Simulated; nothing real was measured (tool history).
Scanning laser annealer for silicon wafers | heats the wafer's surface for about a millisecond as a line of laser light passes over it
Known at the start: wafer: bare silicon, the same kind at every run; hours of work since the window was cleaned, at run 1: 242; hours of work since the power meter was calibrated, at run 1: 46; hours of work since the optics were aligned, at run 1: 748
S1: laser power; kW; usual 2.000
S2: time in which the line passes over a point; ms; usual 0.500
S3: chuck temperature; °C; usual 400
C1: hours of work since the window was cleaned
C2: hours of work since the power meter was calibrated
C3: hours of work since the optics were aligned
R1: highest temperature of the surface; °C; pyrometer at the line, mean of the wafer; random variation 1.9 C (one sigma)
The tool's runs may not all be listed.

| run | hour | S1 | S2 | S3 | C1 | C2 | C3 | R1 |
|---|---|---|---|---|---|---|---|---|
| 1 | 0.0 | 2.000 | 0.500 | 400 | 242 | 46 | 748 | 1114 |
| 2 | 7.4 | 2.000 | 0.513 | 400 | 248 | 52 | 754 | 1125 |
| 3 | 13.0 | 2.000 | 0.500 | 400 | 252 | 57 | 759 | 1115 |
| 4 | 20.0 | 2.000 | 0.500 | 396 | 258 | 62 | 764 | 1111 |
| 5 | 26.9 | 2.000 | 0.500 | 400 | 263 | 68 | 769 | 1115 |
| 6 | 33.2 | 2.000 | 0.500 | 400 | 268 | 73 | 774 | 1115 |
| 7 | 46.3 | 2.000 | 0.603 | 400 | 278 | 83 | 785 | 1196 |
| 8 | 55.4 | 2.000 | 0.603 | 400 | 285 | 90 | 792 | 1199 |
| 9 | 64.9 | 2.000 | 0.603 | 400 | 293 | 97 | 799 | 1198 |
| 10 | 71.8 | 2.000 | 0.603 | 400 | 298 | 103 | 805 | 1197 |
| 11 | 81.1 | 2.175 | 0.441 | 429 | 306 | 110 | 812 | 1171 |
| 12 | 94.0 | 2.175 | 0.441 | 429 | 316 | 120 | 822 | 1173 |
| 13 | 105.8 | 2.175 | 0.441 | 429 | 325 | 130 | 832 | 1175 |
| 14 | 117.8 | 2.175 | 0.398 | 429 | 335 | 139 | 841 | 1131 |
| 15 | 125.4 | 2.096 | 0.452 | 429 | 341 | 145 | 847 | 1146 |
| 16 | 137.2 | 1.733 | 0.517 | 400 | 350 | 154 | 856 | 1004 |
| 17 | 143.6 | 2.000 | 0.614 | 391 | 355 | 159 | 861 | 1194 |
| 18 | 154.4 | 1.753 | 0.598 | 364 | 363 | 168 | 870 | 1030 |
| 19 | 163.9 | 1.753 | 0.598 | 364 | 371 | 175 | 877 | 1027 |

Forecast each of these 3 alternatives for the next run:
| A | 170.7 | 2.000 | 0.500 | 386 | 376 | 181 | 883 | ? |
| B | 170.7 | 1.821 | 0.428 | 377 | 376 | 181 | 883 | ? |
| C | 170.7 | 1.753 | 0.565 | 364 | 376 | 181 | 883 | ? |

| run | R1 |
|---|---|
| A | 1099 |
| B | 954 |
| C | 1006 |
Without the tool's hidden state the same runs would have given:
| run | R1 |
|---|---|
| A | 1100 |
| B | 955 |
| C | 1006 |
